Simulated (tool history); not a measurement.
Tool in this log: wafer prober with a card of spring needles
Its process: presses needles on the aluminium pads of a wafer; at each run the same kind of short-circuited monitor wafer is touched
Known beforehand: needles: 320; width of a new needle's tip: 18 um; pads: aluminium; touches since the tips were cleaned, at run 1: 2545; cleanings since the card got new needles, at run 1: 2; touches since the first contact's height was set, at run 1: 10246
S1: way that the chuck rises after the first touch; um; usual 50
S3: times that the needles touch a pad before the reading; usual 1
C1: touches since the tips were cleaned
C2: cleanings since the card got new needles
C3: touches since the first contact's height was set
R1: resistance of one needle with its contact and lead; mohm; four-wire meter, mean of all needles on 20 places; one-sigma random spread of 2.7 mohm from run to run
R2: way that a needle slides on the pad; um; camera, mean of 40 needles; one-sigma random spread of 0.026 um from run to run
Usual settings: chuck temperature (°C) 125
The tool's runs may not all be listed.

Run 1, hour 0: usual settings; C1 2545; C2 2; C3 10246. Result: R1 305 mohm, R2 9.1 um.
At hour 8.8: tips cleaned on abrasive film.
Run 2, hour 23.1: usual settings; C1 1943; C2 3; C3 13367. Result: R1 315 mohm, R2 9.07 um.
At hour 35.7: tips cleaned on abrasive film.
Run 3, hour 45.2: usual settings; C1 1291; C2 4; C3 16361. Result: R1 312 mohm, R2 9.08 um.
At hour 62.7: tips cleaned on abrasive film.
Run 4, hour 63.1: usual settings but chuck temperature (°C) 101; C1 50; C2 5; C3 18779. Result: R1 303 mohm, R2 9.05 um.
Run 5, hour 82.6: usual settings but S3 2; C1 2690; C2 5; C3 21419. Result: R1 313 mohm, R2 9 um.
At hour 89.9: tips cleaned on abrasive film.
Run 6, hour 94.2: usual settings but S3 2; C1 589; C2 6; C3 22987. Result: R1 310 mohm, R2 9.07 um.
Run 7, hour 115.6: usual settings but S1 43 um, S3 2; C1 3503; C2 6; C3 25901. Result: R1 320 mohm, R2 7.75 um.
At hour 117.2: tips cleaned on abrasive film.
Run 8, hour 137.7: usual settings; C1 2785; C2 7; C3 28881. Result: R1 308 mohm, R2 8.98 um.
At hour 143.5: tips cleaned on abrasive film.
Run 9, hour 147: usual settings; C1 483; C2 8; C3 30138. Result: R1 313 mohm, R2 9.02 um.
Run 10, hour 158.3: usual settings; C1 2020; C2 8; C3 31675. Result: R1 313 mohm, R2 9.02 um.
Run 11, hour 167.6: usual settings; C1 3283; C2 8; C3 32938. Result: R1 313 mohm, R2 9.03 um.
At hour 170.2: tips cleaned on abrasive film.
Run 12, hour 180: usual settings; C1 1320; C2 9; C3 34597. Result: R1 310 mohm, R2 9.03 um.
Run 13, hour 189.9: usual settings; C1 2674; C2 9; C3 35951. Result: R1 313 mohm, R2 9 um.
At hour 197.3: tips cleaned on abrasive film.
Run 14, hour 207.8: usual settings but S1 35 um; C1 1421; C2 10; C3 38366. Result: R1 321 mohm, R2 6.32 um.
At hour 224.3: tips cleaned on abrasive film.
Run 15, hour 224.5: usual settings but S1 52 um; C1 22; C2 11; C3 40617. Result: R1 311 mohm, R2 9.36 um.
Run 16, hour 235.2: usual settings but chuck temperature (°C) 49; C1 1477; C2 11; C3 42072. Result: R1 284 mohm, R2 9 um.
At hour 251.2: tips cleaned on abrasive film.
Run 17, hour 251.2: usual settings but S3 2; C1 0; C2 12; C3 44234. Result: R1 314 mohm, R2 8.95 um.
Run 18, hour 267.5: usual settings but S1 46 um, S3 2; C1 2216; C2 12; C3 46450. Result: R1 315 mohm, R2 8.27 um.
At hour 277.7: tips cleaned on abrasive film.
Run 19, hour 284: usual settings but S1 46 um, S3 2; C1 851; C2 13; C3 48678. Result: R1 317 mohm, R2 8.22 um.
Run 20, hour 302.4: usual settings but S1 60 um, chuck temperature (°C) 68, S3 2; C1 3350; C2 13; C3 51177. Result: R1 290 mohm, R2 10.76 um.
At hour 304.6: tips cleaned on abrasive film.
Run 21, hour 325: usual settings but S1 60 um, chuck temperature (°C) 68, S3 2; C1 2765; C2 14; C3 54233. Result: R1 288 mohm, R2 10.79 um.
At hour 331.6: tips cleaned on abrasive film.
Run 22, hour 336.5: usual settings but S1 60 um, chuck temperature (°C) 52, S3 2; C1 666; C2 15; C3 55780. Result: R1 288 mohm, R2 10.73 um.
At hour 357.8: tips cleaned on abrasive film.
Run 23, hour 357.8: usual settings but S1 60 um, chuck temperature (°C) 52, S3 2; C1 0; C2 16; C3 58656. Result: R1 283 mohm, R2 10.77 um.
Run 24, hour 367.2: usual settings but S1 60 um, chuck temperature (°C) 49, S3 2; C1 1288; C2 16; C3 59944. Result: R1 285 mohm, R2 10.73 um.
At hour 385.4: tips cleaned on abrasive film.
Run 25, hour 385.7: usual settings but S1 31 um, chuck temperature (°C) 73; C1 32; C2 17; C3 62432. Result: R1 310 mohm, R2 5.55 um.
Run 26, hour 401.6: usual settings but S1 44 um, chuck temperature (°C) 88, S3 2; C1 2194; C2 17; C3 64594. Result: R1 301 mohm, R2 7.86 um.
At hour 412.4: tips cleaned on abrasive film.
Run 27, hour 413.8: usual settings but S1 44 um, chuck temperature (°C) 88, S3 2; C1 185; C2 18; C3 66241. Result: R1 303 mohm, R2 7.86 um.
Run 28, hour 423.1: usual settings but S1 62 um, chuck temperature (°C) 25; C1 1449; C2 18; C3 67505. Result: R1 275 mohm, R2 11.1 um.
Run 29, hour 437.6: usual settings but S1 31 um, chuck temperature (°C) 69, S3 2; C1 3419; C2 18; C3 69475. Result: R1 311 mohm, R2 5.55 um.
At hour 439: tips cleaned on abrasive film.
Run 30, hour 450.7: usual settings but S1 47 um, chuck temperature (°C) 109; C1 1589; C2 19; C3 71244. Result: R1 311 mohm, R2 8.38 um.
At hour 465.9: tips cleaned on abrasive film.
Run 31, hour 470.7: usual settings but chuck temperature (°C) 90; C1 648; C2 20; C3 73943. Result: R1 301 mohm, R2 8.93 um.
Run 32, hour 491.6: usual settings but S1 66 um, chuck temperature (°C) 81; C1 3487; C2 20; C3 76782. Result: R1 293 mohm, R2 11.77 um.
At hour 493.3: tips cleaned on abrasive film.
Run 33, hour 502.5: usual settings but S1 44 um, chuck temperature (°C) 50; C1 1250; C2 21; C3 78250. Result: R1 290 mohm, R2 7.82 um.
At hour 513.5: gauge calibrated.
At hour 519.4: tips cleaned on abrasive film.
Run 34, hour 520: usual settings but S1 44 um, chuck temperature (°C) 50; C1 85; C2 22; C3 80616. Result: R1 287 mohm, R2 7.93 um.

Predict each of these 4 candidate next runs independently; none follows another, all start after run 34:
Run A, hour 532.8: usual settings; C1 1826; C2 22; C3 82357. Result: R1 ?, R2 ?.
Run B, hour 532.8: usual settings but S1 59 um, chuck temperature (°C) 59; C1 1826; C2 22; C3 82357. Result: R1 ?, R2 ?.
Run C, hour 532.8: usual settings but S1 44 um, chuck temperature (°C) 122; C1 1826; C2 22; C3 82357. Result: R1 ?, R2 ?.
Run D, hour 532.8: usual settings but S1 42 um, chuck temperature (°C) 45; C1 1826; C2 22; C3 82357. Result: R1 ?, R2 ?.

run   R1     R2
  A  312   9.03
  B  285  10.71
  C  315   8.04
  D  295   7.62
Take away the tool's hidden state, keep each run's random variation, and the runs would have read:
run   R1     R2
  A  311   9.04
  B  284  10.72
  C  314   8.05
  D  294   7.63

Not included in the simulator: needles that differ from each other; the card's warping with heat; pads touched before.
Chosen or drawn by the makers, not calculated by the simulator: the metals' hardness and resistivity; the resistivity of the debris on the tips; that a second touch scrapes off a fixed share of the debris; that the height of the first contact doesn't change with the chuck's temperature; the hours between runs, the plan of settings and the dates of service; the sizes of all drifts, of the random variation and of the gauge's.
